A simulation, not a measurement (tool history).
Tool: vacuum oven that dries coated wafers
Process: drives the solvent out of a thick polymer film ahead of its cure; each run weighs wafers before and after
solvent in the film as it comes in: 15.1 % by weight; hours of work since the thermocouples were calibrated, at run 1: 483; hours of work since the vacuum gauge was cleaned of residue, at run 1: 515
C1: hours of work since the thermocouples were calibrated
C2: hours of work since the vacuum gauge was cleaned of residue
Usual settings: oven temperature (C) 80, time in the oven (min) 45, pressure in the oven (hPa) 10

{"run": 1, "hour": 0.0, "oven temperature (C)": 80, "time in the oven (min)": 45, "pressure in the oven (hPa)": 10, "C1": 483, "C2": 515, "solvent left in the film (%)": 0.89}
{"run": 2, "hour": 20.2, "oven temperature (C)": 80, "time in the oven (min)": 45, "pressure in the oven (hPa)": 33, "C1": 494, "C2": 526, "solvent left in the film (%)": 1.56}
{"run": 3, "hour": 47.4, "oven temperature (C)": 80, "time in the oven (min)": 45, "pressure in the oven (hPa)": 10, "C1": 509, "C2": 541, "solvent left in the film (%)": 0.91}
{"run": 4, "hour": 78.4, "oven temperature (C)": 80, "time in the oven (min)": 45, "pressure in the oven (hPa)": 36.7, "C1": 527, "C2": 559, "solvent left in the film (%)": 1.71}
{"run": 5, "hour": 110.1, "oven temperature (C)": 80, "time in the oven (min)": 45, "pressure in the oven (hPa)": 10, "C1": 544, "C2": 576, "solvent left in the film (%)": 0.9}
{"run": 6, "hour": 133.8, "oven temperature (C)": 80, "time in the oven (min)": 45, "pressure in the oven (hPa)": 10, "C1": 558, "C2": 590, "solvent left in the film (%)": 0.94}
{"run": 7, "hour": 152.4, "oven temperature (C)": 80, "time in the oven (min)": 45, "pressure in the oven (hPa)": 10, "C1": 568, "C2": 600, "solvent left in the film (%)": 0.92}
{"run": 8, "hour": 174.5, "oven temperature (C)": 80, "time in the oven (min)": 45, "pressure in the oven (hPa)": 10, "C1": 580, "C2": 612, "solvent left in the film (%)": 0.92}
{"run": 9, "hour": 194.2, "oven temperature (C)": 80, "time in the oven (min)": 45, "pressure in the oven (hPa)": 10, "C1": 591, "C2": 623, "solvent left in the film (%)": 0.9}
{"run": 10, "hour": 221.5, "oven temperature (C)": 80, "time in the oven (min)": 45, "pressure in the oven (hPa)": 10, "C1": 607, "C2": 639, "solvent left in the film (%)": 0.99}
{"run": 11, "hour": 253.2, "oven temperature (C)": 80, "time in the oven (min)": 45, "pressure in the oven (hPa)": 10, "C1": 624, "C2": 656, "solvent left in the film (%)": 0.97}
{"run": 12, "hour": 268.5, "oven temperature (C)": 89, "time in the oven (min)": 45, "pressure in the oven (hPa)": 10, "C1": 633, "C2": 665, "solvent left in the film (%)": 0.31}
{"run": 13, "hour": 283.2, "oven temperature (C)": 77, "time in the oven (min)": 45, "pressure in the oven (hPa)": 10, "C1": 641, "C2": 673, "solvent left in the film (%)": 1.4}
{"run": 14, "hour": 300.9, "oven temperature (C)": 77, "time in the oven (min)": 45, "pressure in the oven (hPa)": 10, "C1": 651, "C2": 683, "solvent left in the film (%)": 1.39}
{"run": 15, "hour": 331.2, "oven temperature (C)": 77, "time in the oven (min)": 45, "pressure in the oven (hPa)": 10, "C1": 668, "C2": 700, "solvent left in the film (%)": 1.41}
{"run": 16, "hour": 347.6, "oven temperature (C)": 77, "time in the oven (min)": 45, "pressure in the oven (hPa)": 10, "C1": 677, "C2": 709, "solvent left in the film (%)": 1.44}
{"run": 17, "hour": 367.0, "oven temperature (C)": 74, "time in the oven (min)": 45, "pressure in the oven (hPa)": 15.8, "C1": 688, "C2": 720, "solvent left in the film (%)": 2.34}
{"run": 18, "hour": 398.8, "oven temperature (C)": 80, "time in the oven (min)": 30, "pressure in the oven (hPa)": 5.8, "C1": 706, "C2": 738, "solvent left in the film (%)": 1.92}
{"run": 19, "hour": 414.5, "oven temperature (C)": 80, "time in the oven (min)": 30, "pressure in the oven (hPa)": 5.8, "C1": 715, "C2": 747, "solvent left in the film (%)": 1.89}
{"run": 20, "hour": 430.9, "oven temperature (C)": 80, "time in the oven (min)": 30, "pressure in the oven (hPa)": 5.8, "C1": 724, "C2": 756, "solvent left in the film (%)": 1.87}
{"run": 21, "hour": 446.9, "oven temperature (C)": 80, "time in the oven (min)": 30, "pressure in the oven (hPa)": 5.8, "C1": 733, "C2": 765, "solvent left in the film (%)": 1.82}
{"run": 22, "hour": 475.5, "oven temperature (C)": 80, "time in the oven (min)": 30, "pressure in the oven (hPa)": 5.8, "C1": 749, "C2": 781, "solvent left in the film (%)": 1.9}
{"run": 23, "hour": 501.4, "oven temperature (C)": 75, "time in the oven (min)": 65, "pressure in the oven (hPa)": 10, "C1": 763, "C2": 795, "solvent left in the film (%)": 0.96}
{"run": 24, "hour": 533.6, "oven temperature (C)": 75, "time in the oven (min)": 65, "pressure in the oven (hPa)": 10, "C1": 781, "C2": 813, "solvent left in the film (%)": 0.95}
{"run": 25, "hour": 557.9, "oven temperature (C)": 81, "time in the oven (min)": 32, "pressure in the oven (hPa)": 25.7, "C1": 795, "C2": 827, "solvent left in the film (%)": 2}
{"run": 26, "hour": 577.6, "oven temperature (C)": 73, "time in the oven (min)": 45, "pressure in the oven (hPa)": 24.5, "C1": 806, "C2": 838, "solvent left in the film (%)": 2.92}
{"run": 27, "hour": 601.7, "oven temperature (C)": 95, "time in the oven (min)": 27, "pressure in the oven (hPa)": 9, "C1": 820, "C2": 851, "solvent left in the film (%)": 0.33}
{"run": 28, "hour": 619.1, "oven temperature (C)": 80, "time in the oven (min)": 28, "pressure in the oven (hPa)": 10, "C1": 829, "C2": 861, "solvent left in the film (%)": 2.22}
{"run": 29, "hour": 638.1, "oven temperature (C)": 80, "time in the oven (min)": 28, "pressure in the oven (hPa)": 10, "C1": 840, "C2": 872, "solvent left in the film (%)": 2.23}
{"run": 30, "hour": 658.0, "oven temperature (C)": 80, "time in the oven (min)": 35, "pressure in the oven (hPa)": 8.7, "C1": 851, "C2": 883, "solvent left in the film (%)": 1.56}

Some steps in solvent left in the film (%) between neighbouring runs. How much of each would the tool show without its hidden state too (settings, what came in, random variation), and how much is left for the hidden state, with any gauge scatter that isn't in both results?
The hidden state here: true wafer temperature over the reading, C; true pressure over the reading, kPa; drift of the gauge itself on solvent_pct, %.
Run 12 -> 13: oven temperature (C) 89 -> 77. solvent left in the film (%) +1.09: hidden state +0.12, all else +0.97.
Run 26 -> 27: oven temperature (C) 73 -> 95, time in the oven (min) 45 -> 27, pressure in the oven (hPa) 24.5 -> 9. solvent left in the film (%) -2.59: hidden state -0.22, all else -2.37.
Run 27 -> 28: oven temperature (C) 95 -> 80, time in the oven (min) 27 -> 28, pressure in the oven (hPa) 9 -> 10. solvent left in the film (%) +1.89: hidden state +0.19, all else +1.7.

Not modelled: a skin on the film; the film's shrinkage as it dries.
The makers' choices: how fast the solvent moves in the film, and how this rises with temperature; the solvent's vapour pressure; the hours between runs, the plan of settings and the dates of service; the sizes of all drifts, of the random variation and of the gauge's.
